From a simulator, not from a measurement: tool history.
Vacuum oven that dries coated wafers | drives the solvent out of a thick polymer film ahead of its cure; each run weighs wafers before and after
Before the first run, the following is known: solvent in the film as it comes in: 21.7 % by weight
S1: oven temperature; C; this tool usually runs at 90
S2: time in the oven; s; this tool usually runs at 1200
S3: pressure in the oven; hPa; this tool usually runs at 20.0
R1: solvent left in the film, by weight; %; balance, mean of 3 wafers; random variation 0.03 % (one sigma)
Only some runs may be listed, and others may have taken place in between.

run   hour  S1    S2    S3    R1
  1    0.0  90  1200  20.0  1.50
  2   67.1  90  1200  20.0  1.45
      98.0  -- oven's thermocouples calibrated
  3  132.9  90  1200  20.0  1.71
  4  167.4  90  1200  14.4  1.49
  5  234.9  90   660  14.4  4.21
  6  269.2  90   660  14.4  4.10
  7  335.9  90   660  14.4  4.10
  8  393.0  90   660  14.4  4.04
  9  427.5  90   660  14.4  4.15
 10  472.7  76  1200  17.8  7.20

What will run 11 give?
 11  517.1  76  1200  17.8   ?

{"run 11": {"R1": 7.23}}
On a tool with no hidden condition, and with the same random variation, this run would have come out at R1 6.93 %.
